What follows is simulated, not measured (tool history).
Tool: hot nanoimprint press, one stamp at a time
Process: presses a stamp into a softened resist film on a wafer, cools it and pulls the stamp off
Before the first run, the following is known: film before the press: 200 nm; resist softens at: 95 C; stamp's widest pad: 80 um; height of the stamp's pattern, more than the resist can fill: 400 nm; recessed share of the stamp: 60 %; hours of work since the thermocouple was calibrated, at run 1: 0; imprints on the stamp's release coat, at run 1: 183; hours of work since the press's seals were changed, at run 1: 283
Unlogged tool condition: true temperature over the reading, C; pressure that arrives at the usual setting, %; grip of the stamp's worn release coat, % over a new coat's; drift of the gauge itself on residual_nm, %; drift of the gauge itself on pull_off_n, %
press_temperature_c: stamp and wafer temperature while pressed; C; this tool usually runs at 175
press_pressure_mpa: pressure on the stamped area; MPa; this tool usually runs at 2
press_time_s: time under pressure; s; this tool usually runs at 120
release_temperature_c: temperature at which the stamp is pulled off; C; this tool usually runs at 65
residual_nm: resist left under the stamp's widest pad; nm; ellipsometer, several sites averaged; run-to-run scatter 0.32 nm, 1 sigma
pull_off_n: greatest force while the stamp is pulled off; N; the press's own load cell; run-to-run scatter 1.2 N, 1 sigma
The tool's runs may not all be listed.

| run | hour | press_temperature_c | press_pressure_mpa | press_time_s | release_temperature_c | hours of work since the thermocouple was calibrated | imprints on the stamp's release coat | hours of work since the press's seals were changed | residual_nm | pull_off_n |
|---|---|---|---|---|---|---|---|---|---|---|
| 1 | 0 | 175 | 2 | 120 | 65 | 0 | 183 | 283 | 70.7 | 121 |
| 2 | 67.2 | 175 | 2 | 120 | 65 | 53 | 345 | 335 | 71 | 120 |
| 3 | 110.5 | 175 | 2 | 120 | 65 | 87 | 448 | 369 | 71 | 120 |
| 4 | 191.1 | 175 | 2 | 120 | 65 | 150 | 641 | 432 | 71.2 | 122 |
|  | 235.8 | stamp cleaned and given a new release coat |
| 5 | 273.7 | 175 | 2 | 120 | 65 | 210 | 91 | 492 | 71.4 | 119 |
| 6 | 339.6 | 175 | 2 | 120 | 65 | 262 | 249 | 544 | 71 | 120 |
| 7 | 406 | 175 | 2 | 120 | 65 | 314 | 408 | 596 | 70.8 | 120 |
|  | 473.4 | plate thermocouple calibrated |
| 8 | 489.1 | 175 | 2 | 120 | 65 | 12 | 600 | 659 | 71.1 | 120 |
| 9 | 526.6 | 175 | 2 | 120 | 65 | 42 | 690 | 688 | 71.6 | 121 |
|  | 552.5 | stamp cleaned and given a new release coat |
| 10 | 601.6 | 175 | 2 | 120 | 55 | 96 | 118 | 742 | 71.2 | 144 |
| 11 | 648.1 | 175 | 2 | 120 | 55 | 132 | 229 | 779 | 71.6 | 145 |
| 12 | 704.3 | 186 | 2 | 120 | 55 | 176 | 364 | 823 | 43.4 | 143 |
| 13 | 778.9 | 186 | 2 | 120 | 55 | 235 | 543 | 882 | 44 | 144 |
|  | 865.1 | stamp cleaned and given a new release coat |
| 14 | 865.2 | 186 | 2 | 120 | 55 | 298 | 0 | 945 | 44 | 144 |
| 15 | 904.4 | 186 | 2 | 120 | 55 | 329 | 94 | 975 | 44.5 | 143 |
|  | 947.7 | plate thermocouple calibrated |
| 16 | 970.2 | 185 | 2 | 72 | 57 | 18 | 245 | 1024 | 57.6 | 139 |
|  | 1000.5 | press's hydraulic seals changed and the load cell set to zero |
| 17 | 1017.9 | 173 | 1.91 | 120 | 65 | 49 | 340 | 14 | 80.7 | 122 |
| 18 | 1055.8 | 173 | 1.91 | 120 | 65 | 78 | 431 | 43 | 80.3 | 120 |
| 19 | 1096.8 | 165 | 2 | 77 | 65 | 111 | 529 | 75 | 129.5 | 121 |
| 20 | 1157.8 | 165 | 1.33 | 77 | 66 | 158 | 675 | 123 | 147.3 | 116 |
|  | 1190.8 | stamp cleaned and given a new release coat |
| 21 | 1243.4 | 175 | 1.52 | 223 | 62 | 221 | 126 | 186 | 63.7 | 128 |
| 22 | 1317.5 | 175 | 1.52 | 223 | 62 | 279 | 304 | 244 | 63.7 | 129 |
| 23 | 1396.1 | 175 | 2 | 68 | 66 | 341 | 492 | 306 | 89.5 | 119 |
|  | 1425 | plate thermocouple calibrated |
| 24 | 1473.2 | 175 | 1.24 | 87 | 66 | 38 | 670 | 364 | 101.3 | 118 |
|  | 1505.3 | stamp cleaned and given a new release coat |
| 25 | 1515.1 | 175 | 2.84 | 120 | 59 | 66 | 23 | 392 | 60.9 | 134 |
| 26 | 1591.4 | 175 | 2.84 | 120 | 59 | 126 | 206 | 452 | 60.3 | 136 |
| 27 | 1671.6 | 175 | 2.84 | 120 | 59 | 189 | 398 | 515 | 61 | 135 |
| 28 | 1710.2 | 175 | 2.84 | 120 | 59 | 219 | 491 | 545 | 60.9 | 134 |
| 29 | 1768.8 | 172 | 1.21 | 65 | 69 | 265 | 631 | 591 | 126.5 | 112 |

What if the next run were any one of these 3? Each begins from the tool's condition after run 29:
|  | 1817.6 | stamp cleaned and given a new release coat |
| A | 1830.3 | 164 | 1.92 | 84 | 65 | 308 | 30 | 634 | ? | ? |
|  | 1817.6 | stamp cleaned and given a new release coat |
| B | 1830.3 | 172 | 1.61 | 99 | 69 | 308 | 30 | 634 | ? | ? |
|  | 1817.6 | stamp cleaned and given a new release coat |
| C | 1830.3 | 172 | 1.44 | 65 | 69 | 308 | 30 | 634 | ? | ? |

| run | residual_nm | pull_off_n |
|---|---|---|
| A | 133.8 | 121 |
| B | 98.8 | 109 |
| C | 118.5 | 110 |
What these runs would have given with no unlogged condition in the tool:
| run | residual_nm | pull_off_n |
|---|---|---|
| A | 130.9 | 121 |
| B | 96.6 | 110 |
| C | 115.9 | 110 |
